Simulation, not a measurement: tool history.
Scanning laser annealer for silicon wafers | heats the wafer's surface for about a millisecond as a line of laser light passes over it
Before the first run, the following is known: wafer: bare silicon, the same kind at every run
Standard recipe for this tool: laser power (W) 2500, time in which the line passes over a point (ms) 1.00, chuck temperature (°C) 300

run    hour  laser power (W)  time in which the line passes over a point (ms)  chuck temperature (°C)  highest temperature of the surface (°C)
  1     0.0             2500                                             1.00                     300                                     1070
  2    32.6             2500                                             1.00                     300                                     1068
  3    73.1             2500                                             1.00                     300                                     1068
  4   122.7             2500                                             1.00                     300                                     1067
  5   177.0             2500                                             1.00                     300                                     1067
  6   199.2             2500                                             1.00                     300                                     1062
  7   229.4             2458                                             1.00                     300                                     1048
  8   257.5             2458                                             1.00                     300                                     1047
  9   301.3             2458                                             1.00                     300                                     1049
 10   340.7             2593                                             1.00                     300                                     1083
 11   372.0             2593                                             1.00                     300                                     1085
 12   419.7             2593                                             1.00                     300                                     1081
 13   446.5             2500                                             1.00                     300                                     1053
 14   487.5             2500                                             1.00                     300                                     1052
      514.6  -- window over the wafer cleaned
 15   531.5             2500                                             1.00                     300                                     1088
 16   556.0             2500                                             1.00                     300                                     1086
 17   590.7             2500                                             1.00                     300                                     1085
 18   632.5             2500                                             1.00                     330                                     1115
 19   658.1             2500                                             1.00                     330                                     1111
      667.9  -- optics aligned, line set to its width
 20   712.0             2500                                             0.96                     300                                     1061
 21   738.6             2575                                             1.03                     311                                     1123
 22   768.5             2403                                             1.24                     311                                     1160
 23   805.9             2570                                             0.76                     338                                     1015
 24   858.3             2500                                             1.00                     262                                     1032
 25   886.3             2500                                             0.75                     300                                      953
 26   911.3             2500                                             0.75                     300                                      949
      946.8  -- optics aligned, line set to its width, once more
 27   946.8             2258                                             0.91                     300                                      960
 28   973.4             2258                                             0.91                     300                                      962
 29  1006.9             2723                                             0.99                     300                                     1129
 30  1053.5             2500                                             0.97                     300                                     1050
 31  1096.9             2240                                             1.13                     316                                     1055
 32  1128.5             2240                                             1.13                     316                                     1053
 33  1178.3             2240                                             1.03                     289                                      984
 34  1200.6             2286                                             0.79                     288                                      894
 35  1239.5             2276                                             1.13                     282                                     1024
 36  1263.1             2500                                             1.00                     339                                     1095
 37  1287.8             2500                                             1.11                     339                                     1140
 38  1332.9             2500                                             0.77                     335                                      978
 39  1365.9             2500                                             0.77                     335                                      977
     1420.0  -- window over the wafer cleaned
 40  1420.0             2247                                             1.01                     287                                     1003

Here are 4 independent what-if runs from the current tool condition. What would each one return?
  A  1452.3             2167                                             1.03                     268                                        ?
  B  1452.3             2270                                             1.00                     286                                        ?
  C  1452.3             2247                                             1.01                     266                                        ?
  D  1452.3             2665                                             0.88                     318                                        ?

run  highest temperature of the surface (°C)
  A                                      965
  B                                     1005
  C                                      985
  D                                     1098
Without the tool's unlogged condition, the same runs would have read:
run  highest temperature of the surface (°C)
  A                                      966
  B                                     1006
  C                                      986
  D                                     1099

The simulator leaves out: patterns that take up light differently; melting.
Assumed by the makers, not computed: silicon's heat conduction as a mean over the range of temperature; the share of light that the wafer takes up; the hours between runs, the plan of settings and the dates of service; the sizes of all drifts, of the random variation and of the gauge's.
